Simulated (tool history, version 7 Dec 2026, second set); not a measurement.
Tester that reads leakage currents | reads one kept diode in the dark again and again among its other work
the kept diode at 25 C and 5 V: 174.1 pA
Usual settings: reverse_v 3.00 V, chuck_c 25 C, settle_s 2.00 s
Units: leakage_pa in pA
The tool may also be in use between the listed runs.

run 1 hour=0.0 | reverse_v=3.00 chuck_c=25 settle_s=2.00 | leakage_pa=148.54
run 2 hour=19.4 | reverse_v=6.36 chuck_c=25 settle_s=2.00 | leakage_pa=187.23
run 3 hour=43.0 | reverse_v=3.00 chuck_c=25 settle_s=2.00 | leakage_pa=148.41
run 4 hour=75.3 | reverse_v=1.92 chuck_c=25 settle_s=2.00 | leakage_pa=129.10
run 5 hour=108.6 | reverse_v=3.00 chuck_c=23 settle_s=2.00 | leakage_pa=127.24
run 6 hour=127.4 | reverse_v=3.00 chuck_c=32 settle_s=2.00 | leakage_pa=251.27
run 7 hour=152.5 | reverse_v=3.00 chuck_c=32 settle_s=2.00 | leakage_pa=250.40
run 8 hour=175.9 | reverse_v=3.00 chuck_c=25 settle_s=2.00 | leakage_pa=149.09
run 9 hour=192.1 | reverse_v=3.00 chuck_c=25 settle_s=2.00 | leakage_pa=148.89
run 10 hour=214.3 | reverse_v=3.00 chuck_c=25 settle_s=2.00 | leakage_pa=147.97
run 11 hour=240.9 | reverse_v=3.00 chuck_c=25 settle_s=2.00 | leakage_pa=148.43
run 12 hour=255.9 | reverse_v=3.00 chuck_c=30 settle_s=2.00 | leakage_pa=217.14
run 13 hour=271.0 | reverse_v=3.00 chuck_c=30 settle_s=2.00 | leakage_pa=216.99
run 14 hour=286.1 | reverse_v=3.00 chuck_c=30 settle_s=2.00 | leakage_pa=214.89
run 15 hour=310.2 | reverse_v=3.00 chuck_c=25 settle_s=2.00 | leakage_pa=148.40
run 16 hour=337.4 | reverse_v=3.00 chuck_c=44 settle_s=2.00 | leakage_pa=580.50
run 17 hour=362.2 | reverse_v=3.00 chuck_c=44 settle_s=2.00 | leakage_pa=579.26
run 18 hour=395.8 | reverse_v=3.00 chuck_c=44 settle_s=2.00 | leakage_pa=586.01
run 19 hour=417.5 | reverse_v=3.00 chuck_c=44 settle_s=2.00 | leakage_pa=578.47
run 20 hour=439.2 | reverse_v=3.00 chuck_c=44 settle_s=2.00 | leakage_pa=581.72
run 21 hour=453.9 | reverse_v=3.00 chuck_c=44 settle_s=2.00 | leakage_pa=579.95
run 22 hour=471.2 | reverse_v=10.87 chuck_c=23 settle_s=4.27 | leakage_pa=190.73
run 23 hour=501.8 | reverse_v=3.24 chuck_c=23 settle_s=4.36 | leakage_pa=130.66
run 24 hour=531.0 | reverse_v=4.11 chuck_c=39 settle_s=1.27 | leakage_pa=455.64
run 25 hour=548.1 | reverse_v=4.11 chuck_c=39 settle_s=1.27 | leakage_pa=458.54
run 26 hour=583.3 | reverse_v=3.00 chuck_c=51 settle_s=4.70 | leakage_pa=925.10
run 27 hour=608.5 | reverse_v=3.00 chuck_c=50 settle_s=0.81 | leakage_pa=867.96
run 28 hour=632.2 | reverse_v=3.00 chuck_c=50 settle_s=0.81 | leakage_pa=868.51
run 29 hour=664.6 | reverse_v=1.18 chuck_c=55 settle_s=0.37 | leakage_pa=896.72
run 30 hour=688.9 | reverse_v=4.38 chuck_c=25 settle_s=1.40 | leakage_pa=167.98
run 31 hour=708.3 | reverse_v=4.38 chuck_c=25 settle_s=1.40 | leakage_pa=167.44
run 32 hour=738.0 | reverse_v=2.07 chuck_c=20 settle_s=1.05 | leakage_pa=89.45
run 33 hour=768.1 | reverse_v=6.45 chuck_c=43 settle_s=2.00 | leakage_pa=691.08
run 34 hour=792.1 | reverse_v=1.73 chuck_c=56 settle_s=2.00 | leakage_pa=1067.76
run 35 hour=820.8 | reverse_v=3.00 chuck_c=32 settle_s=1.51 | leakage_pa=250.88
run 36 hour=854.9 | reverse_v=10.00 chuck_c=28 settle_s=9.81 | leakage_pa=271.18
run 37 hour=885.3 | reverse_v=8.94 chuck_c=25 settle_s=0.43 | leakage_pa=212.92
run 38 hour=920.1 | reverse_v=8.94 chuck_c=25 settle_s=0.43 | leakage_pa=212.31
run 39 hour=943.9 | reverse_v=8.94 chuck_c=48 settle_s=0.43 | leakage_pa=1072.83

5 ways to go on from here, each from the tool as it stands after run 39. What would each give?
run A hour=974.1 | reverse_v=3.80 chuck_c=36 settle_s=0.78 | leakage_pa=?
run B hour=974.1 | reverse_v=11.95 chuck_c=29 settle_s=0.91 | leakage_pa=?
run C hour=974.1 | reverse_v=3.00 chuck_c=27 settle_s=4.73 | leakage_pa=?
run D hour=974.1 | reverse_v=14.08 chuck_c=20 settle_s=9.67 | leakage_pa=?
run E hour=974.1 | reverse_v=3.00 chuck_c=31 settle_s=2.00 | leakage_pa=?

run=A leakage_pa=361.32
run=B leakage_pa=311.76
run=C leakage_pa=172.47
run=D leakage_pa=162.51
run=E leakage_pa=233.27
Without the tool's hidden state the same runs would have given:
run=A leakage_pa=361.17
run=B leakage_pa=311.51
run=C leakage_pa=172.38
run=D leakage_pa=162.27
run=E leakage_pa=233.16
